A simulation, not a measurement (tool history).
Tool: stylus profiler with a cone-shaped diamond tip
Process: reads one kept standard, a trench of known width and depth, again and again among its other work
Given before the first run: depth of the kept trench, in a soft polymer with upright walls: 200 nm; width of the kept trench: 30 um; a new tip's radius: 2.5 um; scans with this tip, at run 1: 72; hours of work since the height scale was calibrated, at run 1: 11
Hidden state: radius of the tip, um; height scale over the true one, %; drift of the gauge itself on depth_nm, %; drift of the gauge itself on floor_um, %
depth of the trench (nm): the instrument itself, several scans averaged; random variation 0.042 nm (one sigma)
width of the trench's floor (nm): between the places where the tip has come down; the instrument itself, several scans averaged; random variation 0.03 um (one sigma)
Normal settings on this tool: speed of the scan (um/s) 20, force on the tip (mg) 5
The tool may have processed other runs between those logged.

run,hour,speed of the scan (um/s),force on the tip (mg),scans with this tip,hours of work since the height scale was calibrated,depth of the trench (nm),width of the trench's floor (nm)
1,0,20,5,72,11,203.73,27920
2,80.9,11,5,305,48,203.77,27970
3,122.1,11,5,424,67,203.77,28000
4,166.5,11,5,551,87,203.79,27960
5,209.6,11,5,676,106,203.71,27980
6,260.7,20,5,823,130,203.69,27920
7,326,20,5,1011,159,203.74,27980
8,389.8,20,5.76,1195,188,204.14,27980
9,471.8,20,5.76,1431,225,204.16,27900
10,531.1,20,5.76,1601,252,204.07,27960
11,587.7,20,5.76,1764,278,204.11,27930
12,639.3,20,5.76,1913,301,204.06,27910
13,715.3,20,5,2132,336,203.67,27860
14,757.6,20,5,2254,355,203.76,27850
15,829.4,20,5,2460,387,203.68,27810
16,891.7,20,5.38,2640,416,203.86,27790
17,973.6,20,5.38,2876,453,203.79,27840
18,1058.9,20,5,3121,492,203.68,27780
19,1094.5,29,5.13,3224,508,203.65,27690
20,1159.9,77,4.77,3412,537,203.5,27630
21,1238.2,77,3.86,3637,573,203.05,27590
22,1317.3,7,4.23,3865,609,203.2,27790
23,1378.5,73,4.23,4041,637,203.13,27610
24,1458.2,27,12.83,4271,673,206.81,27770
25,1492.8,38,4.2,4370,688,203.09,27640
26,1556.6,38,4.2,4554,717,203.1,27670
27,1623.2,25,1.77,4746,747,201.53,27690
28,1701.3,35,1.84,4971,783,201.67,27580
29,1747.5,35,1.84,5104,804,201.7,27610
30,1789.4,20,5.12,5224,823,203.47,27620
31,1859.3,20,5.12,5426,855,203.57,27670
32,1915.3,7,8.58,5587,880,205.11,27680
33,1975.8,26,2.14,5761,907,201.85,27630
34,2056.6,26,10.45,5994,944,205.85,27620
35,2102.7,26,10.45,6127,965,205.81,27630
36,2187.9,9,4.16,6372,1004,203.03,27660

Forecast each of these 4 alternatives for the next run:
A,2242.2,9,2.49,6528,1028,?,?
B,2242.2,20,6.06,6528,1028,?,?
C,2242.2,24,8.02,6528,1028,?,?
D,2242.2,77,6.69,6528,1028,?,?

run,depth of the trench (nm),width of the trench's floor (nm)
A,201.98,27610
B,203.87,27570
C,204.85,27640
D,204.21,27540
With no hidden state in the tool, these same runs would have given:
run,depth of the trench (nm),width of the trench's floor (nm)
A,202.38,28000
B,204.27,27960
C,205.25,28020
D,204.61,27930
